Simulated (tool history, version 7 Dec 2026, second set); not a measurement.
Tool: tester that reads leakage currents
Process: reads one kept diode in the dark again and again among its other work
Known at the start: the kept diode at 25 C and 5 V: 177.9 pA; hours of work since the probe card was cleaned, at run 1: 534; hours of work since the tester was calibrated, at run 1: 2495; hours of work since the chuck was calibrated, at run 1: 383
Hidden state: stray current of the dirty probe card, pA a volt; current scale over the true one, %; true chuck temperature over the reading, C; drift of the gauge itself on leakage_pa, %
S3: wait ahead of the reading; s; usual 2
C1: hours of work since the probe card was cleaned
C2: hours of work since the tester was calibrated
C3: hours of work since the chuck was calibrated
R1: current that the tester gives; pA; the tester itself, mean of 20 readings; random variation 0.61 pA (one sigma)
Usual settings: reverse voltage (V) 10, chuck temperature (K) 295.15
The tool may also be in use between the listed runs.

{"run": 1, "day": 0.0, "reverse voltage (V)": 10, "chuck temperature (K)": 295.15, "S3": 2, "C1": 534, "C2": 2495, "C3": 383, "R1": 213.99}
{"run": 2, "day": 6.271, "reverse voltage (V)": 10, "chuck temperature (K)": 295.15, "S3": 2, "C1": 633, "C2": 2594, "C3": 482, "R1": 217.76}
{"day": 14.446, "done": "chuck's temperature calibrated"}
{"run": 3, "day": 15.671, "reverse voltage (V)": 10, "chuck temperature (K)": 295.15, "S3": 2, "C1": 781, "C2": 2741, "C3": 19, "R1": 207.83}
{"run": 4, "day": 23.283, "reverse voltage (V)": 10, "chuck temperature (K)": 295.15, "S3": 2, "C1": 901, "C2": 2862, "C3": 140, "R1": 211.38}
{"run": 5, "day": 29.992, "reverse voltage (V)": 10, "chuck temperature (K)": 295.15, "S3": 2, "C1": 1007, "C2": 2968, "C3": 246, "R1": 213.48}
{"run": 6, "day": 36.288, "reverse voltage (V)": 10, "chuck temperature (K)": 295.15, "S3": 2, "C1": 1107, "C2": 3067, "C3": 346, "R1": 216.42}
{"run": 7, "day": 41.825, "reverse voltage (V)": 10, "chuck temperature (K)": 295.15, "S3": 2, "C1": 1194, "C2": 3155, "C3": 433, "R1": 218.36}
{"run": 8, "day": 51.175, "reverse voltage (V)": 10, "chuck temperature (K)": 312.15, "S3": 1.43, "C1": 1342, "C2": 3303, "C3": 581, "R1": 906.68}

Forecast run 9:
{"day": 52.004, "done": "probe card cleaned and baked"}
{"day": 53.188, "done": "chuck's temperature calibrated"}
{"run": 9, "day": 58.6, "reverse voltage (V)": 8, "chuck temperature (K)": 295.15, "S3": 8.69, "C1": 103, "C2": 3417, "C3": 86, "R1": "?"}

Run 9 gave R1 187.11 pA.
Without the tool's hidden state the same run would have given R1 179.18 pA.
